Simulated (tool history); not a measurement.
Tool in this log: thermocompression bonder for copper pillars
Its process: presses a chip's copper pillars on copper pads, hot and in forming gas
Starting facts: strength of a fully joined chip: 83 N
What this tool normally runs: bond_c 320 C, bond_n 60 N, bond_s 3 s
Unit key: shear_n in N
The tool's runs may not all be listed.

run     day  bond_c  bond_n  bond_s  shear_n
  1   0.000     320      60       3     35.0
  2   0.562     320      60       3     34.1
  3   1.267     320      60       3     34.0
  4   1.875     332      60       3     38.1
  5   2.292     332      60       3     38.3
  6   3.017     332      60       3     37.4
  7   3.821     320      58       3     33.4
  8   4.421     320      58       3     32.9
  9   5.083     320      60       2     30.0
 10   5.688     343      60       3     40.6
 11   6.404     343      60       3     40.6
 12   7.012     320      78       3     39.6
 13   7.921     320      78       3     39.7
 14   8.588     320      78       3     39.8
 15   9.400     320      78       3     39.0
 16  10.117     320      78       3     39.2
 17  11.088     320      78       3     38.9
 18  11.683     320      78       3     40.0
 19  12.679     320      78       3     39.6
 20  13.221     320      78       3     39.0
 21  13.688     292      60       3     25.4
 22  14.129     323      60       3     33.6
 23  14.804     305      63       2     24.8
 24  15.346     320      75       9     51.8
 25  15.829     291      53       4     25.0
 26  16.767     291      53       4     24.5
 27  17.700     327      87       8     56.1
 28  18.504     327      87       8     55.4
 29  18.938     326      60       2     29.6
     19.333  -- forming gas filter changed
 30  19.908     309      71       2     31.1
 31  20.717     320      61       2     30.8
 32  21.704     322      83       3     44.0
 33  22.583     315      49       8     42.1
 34  23.167     320      60       2     30.3
 35  23.779     331      69       3     42.4
 36  24.292     292      67       2     25.1
 37  24.854     310      67       2     29.2
 38  25.833     310      67       2     29.6

What if the next run were any one of these 3? Each begins from the tool's condition after run 38:
  A  26.842     310      39       4        ?
  B  26.842     310      76       2        ?
  C  26.842     305      78       7        ?

run  shear_n
  A     25.9
  B     32.3
  C     48.2
With no hidden state in the tool, these same runs would have given:
run  shear_n
  A     25.4
  B     31.7
  C     47.8
